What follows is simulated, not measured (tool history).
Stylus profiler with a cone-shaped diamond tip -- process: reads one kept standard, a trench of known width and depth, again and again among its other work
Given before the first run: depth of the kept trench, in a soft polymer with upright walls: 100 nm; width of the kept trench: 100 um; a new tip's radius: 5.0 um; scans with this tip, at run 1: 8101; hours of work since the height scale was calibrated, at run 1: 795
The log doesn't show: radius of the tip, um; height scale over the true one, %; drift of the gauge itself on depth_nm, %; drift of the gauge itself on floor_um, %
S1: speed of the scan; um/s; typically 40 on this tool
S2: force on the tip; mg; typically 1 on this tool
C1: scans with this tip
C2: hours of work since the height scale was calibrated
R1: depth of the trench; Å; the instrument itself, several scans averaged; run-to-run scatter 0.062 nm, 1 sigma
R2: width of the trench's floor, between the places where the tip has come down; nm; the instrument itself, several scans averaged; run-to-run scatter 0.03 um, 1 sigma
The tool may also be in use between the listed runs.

run,hour,S1,S2,C1,C2,R1,R2
1,0,40,1,8101,795,1010.9,97150
2,17.6,40,1,8235,808,1010.8,97120
3,34.7,40,1.95,8364,821,1014.7,97250
4,60,40,1,8555,840,1011.7,97130
5,84.7,35,1,8742,858,1012,97200
6,114.4,35,1,8966,880,1012.1,97140
7,132.9,35,0.66,9106,894,1010.2,97060
8,157.1,35,0.66,9289,912,1010.8,97090
9,176,40,0.48,9432,926,1006.5,96910
10,203.3,40,0.48,9639,946,1007.6,96920
11,219,40,0.48,9758,958,1009.2,96890
12,231.7,40,1,9854,967,1011.6,97050
13,259.2,37,1,10062,987,1010.6,97060
14,271.9,37,1,10158,997,1011.4,97080
15,287,40,1,10272,1008,1010.8,97020
16,309.2,40,1,10440,1025,1011.8,97020
17,328.6,40,1,10587,1039,1012.8,97000
18,356.4,40,1,10797,1060,1011.5,96960
19,373.8,40,1,10929,1072,1012.7,97010
20,395.6,26,1,11094,1089,1011.6,97160
21,412.5,40,1,11222,1101,1012.4,96920
22,427.8,40,1.41,11338,1113,1014.3,97020
23,454.8,40,1,11541,1133,1011.2,96970
24,485.7,40,1,11775,1156,1012.5,97010
25,516.3,77,0.84,12006,1178,1011.5,96490
26,537.1,146,1.4,12164,1194,1013.5,96000
27,557,80,0.35,12315,1209,1007.1,95930
28,579.3,51,0.89,12483,1225,1012.2,96790
29,602.9,85,0.89,12661,1243,1012.6,96380
30,631,85,0.89,12874,1263,1010.9,96380
31,655.5,21,0.34,13060,1282,1008,96920
32,679.4,16,0.85,13240,1299,1010.8,97170
33,699.7,16,0.85,13394,1314,1012.3,97120
34,726,16,0.56,13593,1334,1009.5,97070
35,746,36,0.52,13744,1349,1009.9,96770
36,763.7,36,0.52,13878,1362,1008.5,96810
37,784.7,107,0.78,14037,1378,1011.2,96000
38,804.2,107,0.78,14185,1392,1011.8,96030
39,831.8,107,2.1,14393,1412,1019.1,96530
40,849.8,77,0.76,14529,1426,1012.2,96380
41,869.8,77,0.76,14680,1441,1010.5,96330
42,883.9,13,2.58,14787,1451,1019.8,97110
43,902.8,13,2.58,14930,1465,1020.2,97110
44,922.9,151,0.66,15082,1480,1010.1,95290
45,935.7,151,0.66,15179,1490,1011.2,95290
46,966.1,151,0.66,15409,1512,1011.8,95280
47,981.5,42,1.02,15525,1524,1012.4,96760
48,1009.6,42,2.19,15738,1544,1018.1,96940

A few steps of R1 between consecutive runs. Split each: what settings, incoming material and random variation would produce without the hidden state, and what is left over for the hidden state, along with gauge scatter present in only one of the two compared results (measured, and without hidden state):
Run 19 -> 20: S1 40 -> 26. R1 -1.1 Å: hidden state +0.2, all else -1.3.
Run 38 -> 39: S2 0.78 -> 2.1. R1 +7.3 Å: hidden state +0, all else +7.3.
Run 41 -> 42: S1 77 -> 13, S2 0.76 -> 2.58. R1 +9.3 Å: hidden state +0, all else +9.3.
Run 43 -> 44: S1 13 -> 151, S2 2.58 -> 0.66. R1 -10.1 Å: hidden state -0.1, all else -10.
Run 45 -> 46: no setting touched and nothing written in the log between the runs. R1 +0.6 Å: hidden state +0.2, all else +0.4.
Run 47 -> 48: S2 1.02 -> 2.19. R1 +5.7 Å: hidden state +0.2, all else +5.5.
